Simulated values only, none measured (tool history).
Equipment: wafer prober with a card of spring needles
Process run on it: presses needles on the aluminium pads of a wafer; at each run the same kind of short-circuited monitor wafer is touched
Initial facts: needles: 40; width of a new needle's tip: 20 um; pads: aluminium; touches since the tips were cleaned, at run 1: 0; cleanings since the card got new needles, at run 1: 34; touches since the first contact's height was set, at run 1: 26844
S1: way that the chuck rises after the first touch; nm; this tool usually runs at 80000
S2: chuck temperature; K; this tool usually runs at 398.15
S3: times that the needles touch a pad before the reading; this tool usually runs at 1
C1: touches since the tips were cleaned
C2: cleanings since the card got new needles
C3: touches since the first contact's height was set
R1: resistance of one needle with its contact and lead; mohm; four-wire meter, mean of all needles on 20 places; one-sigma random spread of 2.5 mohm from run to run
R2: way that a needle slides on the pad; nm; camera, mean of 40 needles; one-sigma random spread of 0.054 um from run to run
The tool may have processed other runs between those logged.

Run 1, hour 0: usual settings; C1 0; C2 34; C3 26844. Result: R1 284 mohm, R2 19730 nm.
At hour 13.7: tips cleaned on abrasive film.
At hour 24.8: tips cleaned on abrasive film.
At hour 38.5: tips cleaned on abrasive film.
At hour 52.3: tips cleaned on abrasive film.
At hour 64.7: tips cleaned on abrasive film.
Run 2, hour 64.7: usual settings but S3 2; C1 0; C2 39; C3 50664. Result: R1 279 mohm, R2 19740 nm.
At hour 75.7: tips cleaned on abrasive film.
At hour 89.5: tips cleaned on abrasive film.
At hour 101.8: tips cleaned on abrasive film.
Run 3, hour 101.8: usual settings but S3 2; C1 0; C2 42; C3 64328. Result: R1 285 mohm, R2 19800 nm.
At hour 113: height of the first contact set anew.
At hour 115.9: tips cleaned on abrasive film.
At hour 126.9: tips cleaned on abrasive film.
At hour 140.6: tips cleaned on abrasive film.
At hour 151.6: tips cleaned on abrasive film.
At hour 165.4: tips cleaned on abrasive film.
At hour 179.1: tips cleaned on abrasive film.
Run 4, hour 186.5: usual settings but S3 2; C1 2729; C2 48; C3 27038. Result: R1 286 mohm, R2 19650 nm.
At hour 192: tips cleaned on abrasive film.
At hour 205.8: tips cleaned on abrasive film.
At hour 219.5: tips cleaned on abrasive film.
At hour 233.3: tips cleaned on abrasive film.
At hour 244.3: tips cleaned on abrasive film.
Run 5, hour 251.5: usual settings; C1 2663; C2 53; C3 50971. Result: R1 283 mohm, R2 19660 nm.
At hour 257: tips cleaned on abrasive film.
At hour 268.1: tips cleaned on abrasive film.
At hour 281.8: tips cleaned on abrasive film.
Run 6, hour 290.6: usual settings; C1 3283; C2 56; C3 65396. Result: R1 287 mohm, R2 19700 nm.
At hour 293.5: tips cleaned on abrasive film.
At hour 299.2: height of the first contact set anew.
At hour 304.8: tips cleaned on abrasive film.
At hour 318.5: tips cleaned on abrasive film.
At hour 332.3: tips cleaned on abrasive film.
At hour 343.3: tips cleaned on abrasive film.
At hour 357: tips cleaned on abrasive film.
At hour 370.8: tips cleaned on abrasive film.
Run 7, hour 375.9: usual settings; C1 1898; C2 63; C3 28232. Result: R1 288 mohm, R2 19640 nm.
At hour 384.2: tips cleaned on abrasive film.
At hour 397.9: tips cleaned on abrasive film.
At hour 411.7: tips cleaned on abrasive film.
Run 8, hour 419: usual settings; C1 2703; C2 66; C3 44101. Result: R1 287 mohm, R2 19550 nm.
At hour 424.5: tips cleaned on abrasive film.
At hour 435.5: tips cleaned on abrasive film.
At hour 446.6: tips cleaned on abrasive film.
At hour 460.3: tips cleaned on abrasive film.
At hour 474.1: tips cleaned on abrasive film.
At hour 485.1: tips cleaned on abrasive film.
At hour 485.4: height of the first contact set anew.
Run 9, hour 493.4: usual settings; C1 2987; C2 72; C3 2987. Result: R1 284 mohm, R2 19670 nm.
At hour 499: tips cleaned on abrasive film.
At hour 512.7: tips cleaned on abrasive film.
At hour 526.5: tips cleaned on abrasive film.
At hour 537.5: tips cleaned on abrasive film.
At hour 551.2: tips cleaned on abrasive film.
At hour 562.2: tips cleaned on abrasive film.
Run 10, hour 568.1: usual settings but S3 2; C1 2162; C2 78; C3 30470. Result: R1 282 mohm, R2 19600 nm.
At hour 573.6: tips cleaned on abrasive film.
At hour 584.7: tips cleaned on abrasive film.
At hour 595.7: tips cleaned on abrasive film.
At hour 609.4: tips cleaned on abrasive film.
Run 11, hour 613.6: usual settings; C1 1555; C2 82; C3 47220. Result: R1 282 mohm, R2 19540 nm.
At hour 621.9: tips cleaned on abrasive film.
At hour 635.6: tips cleaned on abrasive film.
At hour 649.4: tips cleaned on abrasive film.
At hour 660.4: tips cleaned on abrasive film.
At hour 671.2: height of the first contact set anew.
Run 12, hour 671.2: usual settings; C1 3895; C2 86; C3 0. Result: R1 283 mohm, R2 19560 nm.
At hour 674: tips cleaned on abrasive film.
At hour 685.1: tips cleaned on abrasive film.
At hour 696.1: tips cleaned on abrasive film.
At hour 709.8: tips cleaned on abrasive film.
At hour 720.8: tips cleaned on abrasive film.
At hour 734.6: tips cleaned on abrasive film.
At hour 745.6: tips cleaned on abrasive film.
Run 13, hour 749.7: usual settings but S1 73000 nm, S2 361.15 K; C1 1514; C2 93; C3 28861. Result: R1 279 mohm, R2 17860 nm.
At hour 758: tips cleaned on abrasive film.
At hour 771.7: tips cleaned on abrasive film.
At hour 782.7: tips cleaned on abrasive film.
Run 14, hour 791.3: usual settings but S1 73000 nm, S2 361.15 K; C1 3185; C2 96; C3 44200. Result: R1 273 mohm, R2 17870 nm.
At hour 794.1: tips cleaned on abrasive film.
At hour 807.9: tips cleaned on abrasive film.
At hour 821.6: tips cleaned on abrasive film.
At hour 835.4: tips cleaned on abrasive film.
Run 15, hour 845.9: usual settings but S1 73000 nm, S2 361.15 K; C1 3916; C2 100; C3 64319. Result: R1 273 mohm, R2 17850 nm.
At hour 848.8: tips cleaned on abrasive film.
At hour 857.2: height of the first contact set anew.
At hour 860.1: tips cleaned on abrasive film.
At hour 871.1: tips cleaned on abrasive film.
At hour 884.8: tips cleaned on abrasive film.
At hour 895.9: tips cleaned on abrasive film.
Run 16, hour 902.6: usual settings but S1 90000 nm, S2 336.15 K, S3 2; C1 2513; C2 105; C3 16693. Result: R1 265 mohm, R2 21910 nm.
At hour 908.2: tips cleaned on abrasive film.
At hour 921.9: tips cleaned on abrasive film.
At hour 935.7: tips cleaned on abrasive film.
At hour 949.4: tips cleaned on abrasive film.
At hour 963.2: tips cleaned on abrasive film.
At hour 976.9: tips cleaned on abrasive film.
Run 17, hour 981.2: usual settings but S1 90000 nm, S2 336.15 K, S3 2; C1 1598; C2 111; C3 45637. Result: R1 264 mohm, R2 21880 nm.
At hour 989.5: tips cleaned on abrasive film.
At hour 1003.3: tips cleaned on abrasive film.
At hour 1014.3: tips cleaned on abrasive film.
At hour 1025.3: tips cleaned on abrasive film.
At hour 1039: tips cleaned on abrasive film.
Run 18, hour 1039.1: usual settings but S1 90000 nm, S2 336.15 K, S3 2; C1 14; C2 116; C3 66922. Result: R1 261 mohm, R2 22020 nm.
At hour 1045: height of the first contact set anew.
At hour 1050.5: tips cleaned on abrasive film.
At hour 1061.6: tips cleaned on abrasive film.
At hour 1075.3: tips cleaned on abrasive film.
At hour 1089: tips cleaned on abrasive film.
Run 19, hour 1097.3: usual settings but S1 90000 nm, S2 336.15 K, S3 2; C1 3049; C2 120; C3 19255. Result: R1 265 mohm, R2 21900 nm.
At hour 1102.7: tips cleaned on abrasive film.
At hour 1116.5: tips cleaned on abrasive film.
At hour 1127.5: tips cleaned on abrasive film.
At hour 1141.2: tips cleaned on abrasive film.
At hour 1155: tips cleaned on abrasive film.
At hour 1166: tips cleaned on abrasive film.
Run 20, hour 1176.3: usual settings but S1 90000 nm, S2 336.15 K, S3 2; C1 3810; C2 126; C3 48353. Result: R1 264 mohm, R2 21930 nm.
At hour 1179.1: tips cleaned on abrasive film.
At hour 1192.9: tips cleaned on abrasive film.
At hour 1206.6: tips cleaned on abrasive film.
At hour 1220.3: tips cleaned on abrasive film.
At hour 1231.6: height of the first contact set anew.
At hour 1234.4: tips cleaned on abrasive film.
At hour 1245.4: tips cleaned on abrasive film.
Run 21, hour 1252.1: usual settings but S1 90000 nm, S2 336.15 K, S3 2; C1 2496; C2 132; C3 7560. Result: R1 265 mohm, R2 21840 nm.
At hour 1257.7: tips cleaned on abrasive film.
At hour 1268.7: tips cleaned on abrasive film.
At hour 1282.5: tips cleaned on abrasive film.
At hour 1293.5: tips cleaned on abrasive film.
Run 22, hour 1301.4: usual settings but S2 301.15 K, S3 2; C1 2928; C2 136; C3 25681. Result: R1 254 mohm, R2 19420 nm.
At hour 1306.9: tips cleaned on abrasive film.
At hour 1320.7: tips cleaned on abrasive film.
At hour 1334.4: tips cleaned on abrasive film.
Run 23, hour 1344: usual settings but S2 301.15 K, S3 2; C1 3565; C2 139; C3 41400. Result: R1 259 mohm, R2 19360 nm.

Entry by entry between the runs, the difference in hidden state between the last listed run before and the first listed run after:
After run 1, before run 2: tips cleaned on abrasive film (hour 13.7); tips cleaned on abrasive film (hour 24.8); tips cleaned on abrasive film (hour 38.5); tips cleaned on abrasive film (hour 52.3); tips cleaned on abrasive film (hour 64.7)
  drift of the gauge itself on scrub_um, %: 0 -> -0.08
  measured result minus the result with no hidden state, R2: +0 -> -20 nm
After run 2, before run 3: tips cleaned on abrasive film (hour 75.7); tips cleaned on abrasive film (hour 89.5); tips cleaned on abrasive film (hour 101.8)
  drift of the gauge itself on scrub_um, %: -0.08 -> -0.12
  measured result minus the result with no hidden state, R2: -20 -> -20 nm
After run 3, before run 4: height of the first contact set anew (hour 113); tips cleaned on abrasive film (hour 115.9); tips cleaned on abrasive film (hour 126.9); tips cleaned on abrasive film (hour 140.6); tips cleaned on abrasive film (hour 151.6); tips cleaned on abrasive film (hour 165.4); tips cleaned on abrasive film (hour 179.1)
  debris on the tips, nm: 0.1 -> 0.9; drift of the gauge itself on scrub_um, %: -0.12 -> -0.22
  measured result minus the result with no hidden state, R2: -20 -> -40 nm
After run 4, before run 5: tips cleaned on abrasive film (hour 192); tips cleaned on abrasive film (hour 205.8); tips cleaned on abrasive film (hour 219.5); tips cleaned on abrasive film (hour 233.3); tips cleaned on abrasive film (hour 244.3)
  debris on the tips, nm: 0.9 -> 0.8; tips' diameter, um: 20.01 -> 20.02; drift of the gauge itself on scrub_um, %: -0.22 -> -0.29
  measured result minus the result with no hidden state, R2: -40 -> -60 nm
After run 5, before run 6: tips cleaned on abrasive film (hour 257); tips cleaned on abrasive film (hour 268.1); tips cleaned on abrasive film (hour 281.8)
  debris on the tips, nm: 0.8 -> 1; drift of the gauge itself on scrub_um, %: -0.29 -> -0.34
  measured result minus the result with no hidden state, R2: -60 -> -70 nm
After run 6, before run 7: tips cleaned on abrasive film (hour 293.5); height of the first contact set anew (hour 299.2); tips cleaned on abrasive film (hour 304.8); tips cleaned on abrasive film (hour 318.5); tips cleaned on abrasive film (hour 332.3); tips cleaned on abrasive film (hour 343.3); tips cleaned on abrasive film (hour 357); tips cleaned on abrasive film (hour 370.8)
  debris on the tips, nm: 1 -> 0.6; way that the needles fall short of the set height, um: 0.01 -> 0; drift of the gauge itself on scrub_um, %: -0.34 -> -0.44
  measured result minus the result with no hidden state, R2: -70 -> -90 nm
After run 7, before run 8: tips cleaned on abrasive film (hour 384.2); tips cleaned on abrasive film (hour 397.9); tips cleaned on abrasive film (hour 411.7)
  debris on the tips, nm: 0.6 -> 0.8; way that the needles fall short of the set height, um: 0 -> 0.01; drift of the gauge itself on scrub_um, %: -0.44 -> -0.49
  measured result minus the result with no hidden state, R2: -90 -> -100 nm
After run 8, before run 9: tips cleaned on abrasive film (hour 424.5); tips cleaned on abrasive film (hour 435.5); tips cleaned on abrasive film (hour 446.6); tips cleaned on abrasive film (hour 460.3); tips cleaned on abrasive film (hour 474.1); tips cleaned on abrasive film (hour 485.1); height of the first contact set anew (hour 485.4)
  debris on the tips, nm: 0.8 -> 0.9; way that the needles fall short of the set height, um: 0.01 -> 0; drift of the gauge itself on scrub_um, %: -0.49 -> -0.57
  measured result minus the result with no hidden state, R2: -100 -> -120 nm
After run 9, before run 10: tips cleaned on abrasive film (hour 499); tips cleaned on abrasive film (hour 512.7); tips cleaned on abrasive film (hour 526.5); tips cleaned on abrasive film (hour 537.5); tips cleaned on abrasive film (hour 551.2); tips cleaned on abrasive film (hour 562.2)
  debris on the tips, nm: 0.9 -> 0.7; drift of the gauge itself on scrub_um, %: -0.57 -> -0.66
  measured result minus the result with no hidden state, R2: -120 -> -130 nm
After run 10, before run 11: tips cleaned on abrasive film (hour 573.6); tips cleaned on abrasive film (hour 584.7); tips cleaned on abrasive film (hour 595.7); tips cleaned on abrasive film (hour 609.4)
  debris on the tips, nm: 0.7 -> 0.6; way that the needles fall short of the set height, um: 0 -> 0.01; drift of the gauge itself on scrub_um, %: -0.66 -> -0.71
  measured result minus the result with no hidden state, R2: -130 -> -150 nm
After run 11, before run 12: tips cleaned on abrasive film (hour 621.9); tips cleaned on abrasive film (hour 635.6); tips cleaned on abrasive film (hour 649.4); tips cleaned on abrasive film (hour 660.4); height of the first contact set anew (hour 671.2)
  debris on the tips, nm: 0.6 -> 1.1; way that the needles fall short of the set height, um: 0.01 -> 0; tips' diameter, um: 20.02 -> 20.03; drift of the gauge itself on scrub_um, %: -0.71 -> -0.78
  measured result minus the result with no hidden state, R2: -150 -> -150 nm
After run 12, before run 13: tips cleaned on abrasive film (hour 674); tips cleaned on abrasive film (hour 685.1); tips cleaned on abrasive film (hour 696.1); tips cleaned on abrasive film (hour 709.8); tips cleaned on abrasive film (hour 720.8); tips cleaned on abrasive film (hour 734.6); tips cleaned on abrasive film (hour 745.6)
  debris on the tips, nm: 1.1 -> 0.5; way that the needles fall short of the set height, um: 0 -> 0.01; drift of the gauge itself on scrub_um, %: -0.78 -> -0.87
  measured result minus the result with no hidden state, R2: -150 -> -160 nm
After run 13, before run 14: tips cleaned on abrasive film (hour 758); tips cleaned on abrasive film (hour 771.7); tips cleaned on abrasive film (hour 782.7)
  debris on the tips, nm: 0.5 -> 0.9; drift of the gauge itself on scrub_um, %: -0.87 -> -0.92
  measured result minus the result with no hidden state, R2: -160 -> -170 nm
After run 14, before run 15: tips cleaned on abrasive film (hour 794.1); tips cleaned on abrasive film (hour 807.9); tips cleaned on abrasive film (hour 821.6); tips cleaned on abrasive film (hour 835.4)
  debris on the tips, nm: 0.9 -> 1.1; drift of the gauge itself on scrub_um, %: -0.92 -> -0.98
  measured result minus the result with no hidden state, R2: -170 -> -180 nm
After run 15, before run 16: tips cleaned on abrasive film (hour 848.8); height of the first contact set anew (hour 857.2); tips cleaned on abrasive film (hour 860.1); tips cleaned on abrasive film (hour 871.1); tips cleaned on abrasive film (hour 884.8); tips cleaned on abrasive film (hour 895.9)
  debris on the tips, nm: 1.1 -> 0.8; way that the needles fall short of the set height, um: 0.01 -> 0; drift of the gauge itself on scrub_um, %: -0.98 -> -1.05
  measured result minus the result with no hidden state, R2: -180 -> -230 nm
After run 16, before run 17: tips cleaned on abrasive film (hour 908.2); tips cleaned on abrasive film (hour 921.9); tips cleaned on abrasive film (hour 935.7); tips cleaned on abrasive film (hour 949.4); tips cleaned on abrasive film (hour 963.2); tips cleaned on abrasive film (hour 976.9)
  debris on the tips, nm: 0.8 -> 0.6; way that the needles fall short of the set height, um: 0 -> 0.01; drift of the gauge itself on scrub_um, %: -1.05 -> -1.14
  measured result minus the result with no hidden state, R2: -230 -> -250 nm
After run 17, before run 18: tips cleaned on abrasive film (hour 989.5); tips cleaned on abrasive film (hour 1003.3); tips cleaned on abrasive film (hour 1014.3); tips cleaned on abrasive film (hour 1025.3); tips cleaned on abrasive film (hour 1039)
  debris on the tips, nm: 0.6 -> 0.1; drift of the gauge itself on scrub_um, %: -1.14 -> -1.21
  measured result minus the result with no hidden state, R2: -250 -> -270 nm
After run 18, before run 19: height of the first contact set anew (hour 1045); tips cleaned on abrasive film (hour 1050.5); tips cleaned on abrasive film (hour 1061.6); tips cleaned on abrasive film (hour 1075.3); tips cleaned on abrasive film (hour 1089)
  debris on the tips, nm: 0.1 -> 1; way that the needles fall short of the set height, um: 0.01 -> 0; tips' diameter, um: 20.03 -> 20.04; drift of the gauge itself on scrub_um, %: -1.21 -> -1.27
  measured result minus the result with no hidden state, R2: -270 -> -280 nm
After run 19, before run 20: tips cleaned on abrasive film (hour 1102.7); tips cleaned on abrasive film (hour 1116.5); tips cleaned on abrasive film (hour 1127.5); tips cleaned on abrasive film (hour 1141.2); tips cleaned on abrasive film (hour 1155); tips cleaned on abrasive film (hour 1166)
  debris on the tips, nm: 1 -> 1.1; way that the needles fall short of the set height, um: 0 -> 0.01; drift of the gauge itself on scrub_um, %: -1.27 -> -1.37
  measured result minus the result with no hidden state, R2: -280 -> -310 nm
After run 20, before run 21: tips cleaned on abrasive film (hour 1179.1); tips cleaned on abrasive film (hour 1192.9); tips cleaned on abrasive film (hour 1206.6); tips cleaned on abrasive film (hour 1220.3); height of the first contact set anew (hour 1231.6); tips cleaned on abrasive film (hour 1234.4); tips cleaned on abrasive film (hour 1245.4)
  debris on the tips, nm: 1.1 -> 0.8; way that the needles fall short of the set height, um: 0.01 -> 0; drift of the gauge itself on scrub_um, %: -1.37 -> -1.45
  measured result minus the result with no hidden state, R2: -310 -> -330 nm
After run 21, before run 22: tips cleaned on abrasive film (hour 1257.7); tips cleaned on abrasive film (hour 1268.7); tips cleaned on abrasive film (hour 1282.5); tips cleaned on abrasive film (hour 1293.5)
  debris on the tips, nm: 0.8 -> 1; way that the needles fall short of the set height, um: 0 -> 0.01; drift of the gauge itself on scrub_um, %: -1.45 -> -1.51
  measured result minus the result with no hidden state, R2: -330 -> -300 nm
After run 22, before run 23: tips cleaned on abrasive film (hour 1306.9); tips cleaned on abrasive film (hour 1320.7); tips cleaned on abrasive film (hour 1334.4)
  debris on the tips, nm: 1 -> 1.1; drift of the gauge itself on scrub_um, %: -1.51 -> -1.56
  measured result minus the result with no hidden state, R2: -300 -> -310 nm
